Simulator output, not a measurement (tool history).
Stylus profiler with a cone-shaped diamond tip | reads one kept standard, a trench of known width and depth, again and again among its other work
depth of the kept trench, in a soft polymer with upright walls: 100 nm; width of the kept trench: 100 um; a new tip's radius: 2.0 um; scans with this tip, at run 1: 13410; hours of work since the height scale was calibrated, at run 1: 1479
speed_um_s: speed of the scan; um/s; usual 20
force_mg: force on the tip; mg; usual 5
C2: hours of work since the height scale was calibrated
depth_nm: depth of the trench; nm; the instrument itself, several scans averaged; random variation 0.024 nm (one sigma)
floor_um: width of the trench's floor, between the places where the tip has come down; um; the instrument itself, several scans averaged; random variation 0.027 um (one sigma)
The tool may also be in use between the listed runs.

Run 1, hour 0: usual settings; scans with this tip 13410; C2 1479. Result: depth_nm 100.81 nm, floor_um 98.32 um.
Run 2, hour 60.3: usual settings; scans with this tip 13691; C2 1510. Result: depth_nm 100.87 nm, floor_um 98.27 um.
At hour 111.6: height scale calibrated on a step standard.
Run 3, hour 119: usual settings; scans with this tip 13962; C2 4. Result: depth_nm 100.55 nm, floor_um 98.27 um.
Run 4, hour 157.3: usual settings; scans with this tip 14141; C2 23. Result: depth_nm 100.56 nm, floor_um 98.24 um.
Run 5, hour 203.8: usual settings; scans with this tip 14357; C2 47. Result: depth_nm 100.56 nm, floor_um 98.3 um.
Run 6, hour 289.1: usual settings; scans with this tip 14754; C2 91. Result: depth_nm 100.53 nm, floor_um 98.26 um.
Run 7, hour 341.1: usual settings; scans with this tip 14997; C2 118. Result: depth_nm 100.56 nm, floor_um 98.18 um.
Run 8, hour 427.2: usual settings; scans with this tip 15398; C2 162. Result: depth_nm 100.5 nm, floor_um 98.24 um.
Run 9, hour 500.8: usual settings; scans with this tip 15740; C2 200. Result: depth_nm 100.47 nm, floor_um 98.2 um.
At hour 565.2: height scale calibrated on a step standard, once more.
Run 10, hour 581.4: usual settings; scans with this tip 16113; C2 8. Result: depth_nm 101.24 nm, floor_um 98.19 um.
Run 11, hour 624.3: usual settings; scans with this tip 16313; C2 30. Result: depth_nm 101.32 nm, floor_um 98.21 um.
Run 12, hour 669.8: usual settings; scans with this tip 16525; C2 54. Result: depth_nm 101.31 nm, floor_um 98.17 um.
At hour 707.7: new tip fitted, height scale calibrated.
Run 13, hour 755.3: usual settings but force_mg 2.46 mg; scans with this tip 221; C2 24. Result: depth_nm 100.76 nm, floor_um 98.68 um.
Run 14, hour 827: usual settings; scans with this tip 555; C2 61. Result: depth_nm 101.25 nm, floor_um 98.67 um.
Run 15, hour 914.2: usual settings; scans with this tip 961; C2 106. Result: depth_nm 101.22 nm, floor_um 98.69 um.
Run 16, hour 995.8: usual settings; scans with this tip 1341; C2 148. Result: depth_nm 101.21 nm, floor_um 98.72 um.
Run 17, hour 1038.6: usual settings; scans with this tip 1540; C2 170. Result: depth_nm 101.26 nm, floor_um 98.68 um.
Run 18, hour 1082: usual settings but force_mg 2.73 mg; scans with this tip 1742; C2 192. Result: depth_nm 100.77 nm, floor_um 98.67 um.
Run 19, hour 1166.2: usual settings but force_mg 2.73 mg; scans with this tip 2135; C2 236. Result: depth_nm 100.83 nm, floor_um 98.59 um.
Run 20, hour 1205.5: usual settings but force_mg 4 mg; scans with this tip 2318; C2 256. Result: depth_nm 101.01 nm, floor_um 98.67 um.
Run 21, hour 1269.3: usual settings but force_mg 4 mg; scans with this tip 2615; C2 289. Result: depth_nm 101.02 nm, floor_um 98.66 um.
Run 22, hour 1314.5: usual settings but force_mg 4 mg; scans with this tip 2825; C2 312. Result: depth_nm 101.01 nm, floor_um 98.63 um.
Run 23, hour 1372.9: usual settings; scans with this tip 3098; C2 342. Result: depth_nm 101.19 nm, floor_um 98.65 um.
Run 24, hour 1414: usual settings; scans with this tip 3289; C2 363. Result: depth_nm 101.16 nm, floor_um 98.54 um.
Run 25, hour 1457.1: usual settings but speed_um_s 40 um/s, force_mg 9.93 mg; scans with this tip 3489; C2 385. Result: depth_nm 101.91 nm, floor_um 98.61 um.
Run 26, hour 1500.1: usual settings but speed_um_s 40 um/s, force_mg 9.93 mg; scans with this tip 3690; C2 407. Result: depth_nm 101.93 nm, floor_um 98.6 um.
Run 27, hour 1583.3: usual settings but speed_um_s 33 um/s, force_mg 13.05 mg; scans with this tip 4077; C2 450. Result: depth_nm 102.33 nm, floor_um 98.56 um.
Run 28, hour 1638.4: usual settings but speed_um_s 33 um/s, force_mg 13.05 mg; scans with this tip 4334; C2 478. Result: depth_nm 102.31 nm, floor_um 98.56 um.
Run 29, hour 1724.5: usual settings but speed_um_s 29 um/s, force_mg 8.29 mg; scans with this tip 4735; C2 522. Result: depth_nm 101.63 nm, floor_um 98.61 um.
Run 30, hour 1761.6: usual settings but speed_um_s 13 um/s, force_mg 3.09 mg; scans with this tip 4908; C2 541. Result: depth_nm 100.78 nm, floor_um 98.55 um.
Run 31, hour 1827.2: usual settings but speed_um_s 13 um/s, force_mg 3.09 mg; scans with this tip 5213; C2 575. Result: depth_nm 100.76 nm, floor_um 98.5 um.
Run 32, hour 1880.8: usual settings but speed_um_s 8 um/s; scans with this tip 5463; C2 603. Result: depth_nm 101.12 nm, floor_um 98.55 um.
Run 33, hour 1942.3: usual settings but speed_um_s 13 um/s, force_mg 5.47 mg; scans with this tip 5749; C2 634. Result: depth_nm 101.18 nm, floor_um 98.5 um.
Run 34, hour 1990.3: usual settings but speed_um_s 7 um/s, force_mg 4.01 mg; scans with this tip 5973; C2 659. Result: depth_nm 100.92 nm, floor_um 98.55 um.
Run 35, hour 2060.7: usual settings but speed_um_s 7 um/s, force_mg 4.01 mg; scans with this tip 6300; C2 695. Result: depth_nm 100.91 nm, floor_um 98.56 um.
Run 36, hour 2136.1: usual settings but speed_um_s 7 um/s, force_mg 4.01 mg; scans with this tip 6652; C2 734. Result: depth_nm 100.86 nm, floor_um 98.49 um.
Run 37, hour 2206.2: usual settings but speed_um_s 70 um/s, force_mg 7.57 mg; scans with this tip 6978; C2 770. Result: depth_nm 101.5 nm, floor_um 98.41 um.
Run 38, hour 2247.6: usual settings but speed_um_s 28 um/s, force_mg 7.57 mg; scans with this tip 7171; C2 791. Result: depth_nm 101.4 nm, floor_um 98.43 um.
Run 39, hour 2301.1: usual settings but speed_um_s 12 um/s, force_mg 6.84 mg; scans with this tip 7420; C2 819. Result: depth_nm 101.39 nm, floor_um 98.48 um.
Run 40, hour 2386.2: usual settings but speed_um_s 7 um/s, force_mg 10.34 mg; scans with this tip 7816; C2 862. Result: depth_nm 101.85 nm, floor_um 98.45 um.
Run 41, hour 2454.6: usual settings but speed_um_s 31 um/s, force_mg 3.46 mg; scans with this tip 8135; C2 897. Result: depth_nm 100.75 nm, floor_um 98.46 um.
Run 42, hour 2521.9: usual settings but speed_um_s 50 um/s; scans with this tip 8449; C2 932. Result: depth_nm 101.01 nm, floor_um 98.39 um.
Run 43, hour 2608.5: usual settings but speed_um_s 50 um/s; scans with this tip 8852; C2 977. Result: depth_nm 100.96 nm, floor_um 98.38 um.
Run 44, hour 2686.8: usual settings but speed_um_s 14 um/s; scans with this tip 9217; C2 1017. Result: depth_nm 101.02 nm, floor_um 98.46 um.
Run 45, hour 2774.2: usual settings but speed_um_s 46 um/s, force_mg 6.12 mg; scans with this tip 9624; C2 1062. Result: depth_nm 101.15 nm, floor_um 98.37 um.
Run 46, hour 2849.3: usual settings but speed_um_s 46 um/s, force_mg 6.12 mg; scans with this tip 9973; C2 1100. Result: depth_nm 101.15 nm, floor_um 98.38 um.

The same runs without the tool's hidden state, with the same run-to-run variation:
The hidden state here: radius of the tip, um; height scale over the true one, %; drift of the gauge itself on depth_nm, %; drift of the gauge itself on floor_um, %.
run  depth_nm  floor_um
  1    101.29     98.74
  2    101.36      98.7
  3     101.3      98.7
  4    101.31     98.68
  5    101.31     98.75
  6    101.31     98.72
  7    101.34     98.65
  8    101.29     98.71
  9    101.27     98.68
 10    101.25     98.68
 11    101.34     98.71
 12    101.33     98.67
 13    100.79     98.67
 14    101.29     98.67
 15    101.27      98.7
 16    101.27     98.75
 17    101.33     98.71
 18    100.85     98.71
 19    100.92     98.65
 20     101.1     98.74
 21    101.13     98.73
 22    101.12     98.72
 23    101.31     98.74
 24    101.29     98.64
 25    102.04     98.72
 26    102.07     98.72
 27    102.49     98.68
 28    102.48     98.69
 29    101.81     98.75
 30    100.96      98.7
 31    100.95     98.67
 32    101.31     98.72
 33    101.38     98.68
 34    101.13     98.74
 35    101.14     98.76
 36    101.09      98.7
 37    101.74     98.64
 38    101.65     98.66
 39    101.65     98.72
 40    102.12      98.7
 41    101.03     98.71
 42     101.3     98.66
 43    101.27     98.66
 44    101.34     98.75
 45    101.48     98.67
 46     101.5     98.69
